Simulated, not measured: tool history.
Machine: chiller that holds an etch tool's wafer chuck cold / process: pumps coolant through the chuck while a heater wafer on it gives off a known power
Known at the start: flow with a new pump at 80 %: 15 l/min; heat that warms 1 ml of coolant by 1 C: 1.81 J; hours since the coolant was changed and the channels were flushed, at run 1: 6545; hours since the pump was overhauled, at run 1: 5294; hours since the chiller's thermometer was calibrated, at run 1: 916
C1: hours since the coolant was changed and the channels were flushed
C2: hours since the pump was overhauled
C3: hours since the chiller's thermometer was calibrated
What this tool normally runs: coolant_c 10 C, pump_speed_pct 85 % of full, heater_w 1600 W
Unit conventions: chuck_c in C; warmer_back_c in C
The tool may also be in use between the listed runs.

Run 1, hour 0.0: usual settings; C1 6545; C2 5294; C3 916. Result: chuck_c 23.5 C, warmer_back_c 3.58 C.
Run 2, hour 77.6: usual settings; C1 6623; C2 5372; C3 994. Result: chuck_c 23.5 C, warmer_back_c 3.62 C.
Run 3, hour 249.9: usual settings; C1 6795; C2 5544; C3 1166. Result: chuck_c 23.6 C, warmer_back_c 3.60 C.
Run 4, hour 359.7: usual settings; C1 6905; C2 5654; C3 1276. Result: chuck_c 23.6 C, warmer_back_c 3.56 C.
Run 5, hour 502.2: usual settings; C1 7048; C2 5797; C3 1419. Result: chuck_c 23.5 C, warmer_back_c 3.60 C.
Run 6, hour 600.7: usual settings; C1 7146; C2 5895; C3 1517. Result: chuck_c 23.6 C, warmer_back_c 3.59 C.
Run 7, hour 719.6: usual settings; C1 7265; C2 6014; C3 1636. Result: chuck_c 23.6 C, warmer_back_c 3.65 C.
Run 8, hour 828.2: usual settings; C1 7374; C2 6123; C3 1745. Result: chuck_c 23.5 C, warmer_back_c 3.61 C.
Run 9, hour 992.3: usual settings; C1 7538; C2 6287; C3 1909. Result: chuck_c 23.6 C, warmer_back_c 3.64 C.
Run 10, hour 1077.4: usual settings; C1 7623; C2 6372; C3 1994. Result: chuck_c 23.5 C, warmer_back_c 3.67 C.
Run 11, hour 1192.5: usual settings; C1 7738; C2 6487; C3 2109. Result: chuck_c 23.8 C, warmer_back_c 3.58 C.
Run 12, hour 1309.1: usual settings; C1 7854; C2 6604; C3 2226. Result: chuck_c 24.1 C, warmer_back_c 3.67 C.
Run 13, hour 1404.4: usual settings but coolant_c 16 C; C1 7950; C2 6699; C3 2321. Result: chuck_c 29.7 C, warmer_back_c 3.68 C.
Run 14, hour 1488.5: usual settings but coolant_c 16 C; C1 8034; C2 6783; C3 2405. Result: chuck_c 29.7 C, warmer_back_c 3.64 C.
Run 15, hour 1599.8: usual settings but coolant_c 16 C; C1 8145; C2 6894; C3 2516. Result: chuck_c 29.7 C, warmer_back_c 3.68 C.
Run 16, hour 1686.3: usual settings; C1 8232; C2 6981; C3 2603. Result: chuck_c 23.9 C, warmer_back_c 3.68 C.
Run 17, hour 1823.9: usual settings but heater_w 1134 W; C1 8369; C2 7118; C3 2740. Result: chuck_c 19.8 C, warmer_back_c 2.59 C.
Run 18, hour 1935.4: usual settings but heater_w 1134 W; C1 8481; C2 7230; C3 2852. Result: chuck_c 19.8 C, warmer_back_c 2.61 C.
Run 19, hour 2074.4: usual settings but coolant_c 14 C, pump_speed_pct 75 % of full; C1 8620; C2 7369; C3 2991. Result: chuck_c 29.6 C, warmer_back_c 4.09 C.
Run 20, hour 2193.6: usual settings but coolant_c 14 C, pump_speed_pct 75 % of full; C1 8739; C2 7488; C3 3110. Result: chuck_c 29.8 C, warmer_back_c 4.13 C.
Run 21, hour 2267.2: usual settings but coolant_c 19 C, pump_speed_pct 71 % of full, heater_w 1904 W; C1 8813; C2 7562; C3 3184. Result: chuck_c 38.5 C, warmer_back_c 5.21 C.
At hour 2348.6: coolant changed, channels flushed.
Run 22, hour 2378.7: usual settings but coolant_c 7 C, pump_speed_pct 67 % of full, heater_w 1453 W; C1 30; C2 7667; C3 3289. Result: chuck_c 21.4 C, warmer_back_c 4.23 C.
Run 23, hour 2538.7: usual settings but coolant_c 4 C, pump_speed_pct 91 % of full, heater_w 1169 W; C1 190; C2 7827; C3 3449. Result: chuck_c 12.7 C, warmer_back_c 2.56 C.
Run 24, hour 2708.0: usual settings but coolant_c 18 C, pump_speed_pct 81 % of full; C1 359; C2 7996; C3 3618. Result: chuck_c 31.3 C, warmer_back_c 3.90 C.
Run 25, hour 2811.7: usual settings but coolant_c 14 C, pump_speed_pct 61 % of full, heater_w 1894 W; C1 463; C2 8100; C3 3722. Result: chuck_c 34.6 C, warmer_back_c 6.09 C.
Run 26, hour 2975.4: usual settings but coolant_c 11 C, pump_speed_pct 86 % of full, heater_w 2015 W; C1 627; C2 8264; C3 3886. Result: chuck_c 27.2 C, warmer_back_c 4.66 C.
Run 27, hour 3123.0: usual settings but coolant_c 15 C, pump_speed_pct 65 % of full, heater_w 1610 W; C1 774; C2 8411; C3 4033. Result: chuck_c 31.7 C, warmer_back_c 4.91 C.
Run 28, hour 3207.7: usual settings but coolant_c 4 C, pump_speed_pct 65 % of full, heater_w 1983 W; C1 859; C2 8496; C3 4118. Result: chuck_c 24.5 C, warmer_back_c 6.10 C.
Run 29, hour 3376.8: usual settings but coolant_c 4 C, pump_speed_pct 65 % of full, heater_w 1983 W; C1 1028; C2 8665; C3 4287. Result: chuck_c 24.9 C, warmer_back_c 6.08 C.
Run 30, hour 3516.9: usual settings but coolant_c 3 C, pump_speed_pct 61 % of full, heater_w 1622 W; C1 1168; C2 8805; C3 4427. Result: chuck_c 20.8 C, warmer_back_c 5.28 C.
Run 31, hour 3634.7: usual settings but coolant_c 20 C, pump_speed_pct 88 % of full, heater_w 1665 W; C1 1286; C2 8923; C3 4545. Result: chuck_c 33.1 C, warmer_back_c 3.85 C.
Run 32, hour 3736.7: usual settings but coolant_c 20 C, pump_speed_pct 88 % of full, heater_w 1665 W; C1 1388; C2 9025; C3 4647. Result: chuck_c 33.1 C, warmer_back_c 3.86 C.

Across each entry between runs, compare the hidden state at the last listed run before it with the hidden state at the first listed run after it:
Run 21 -> run 22: coolant changed, channels flushed (hour 2348.6)
  heat passed by the chuck's channels, % of clean ones': 90.8 -> 99.8; flow at a given pump speed, % of a new pump's: 89.7 -> 89.5; coolant's true temperature over the reading, C: -0.34 -> -0.35
  difference, measured minus the result without the unlogged condition, chuck_c: +3.0 -> +1.1 C; warmer_back_c: +0.54 -> +0.44 C
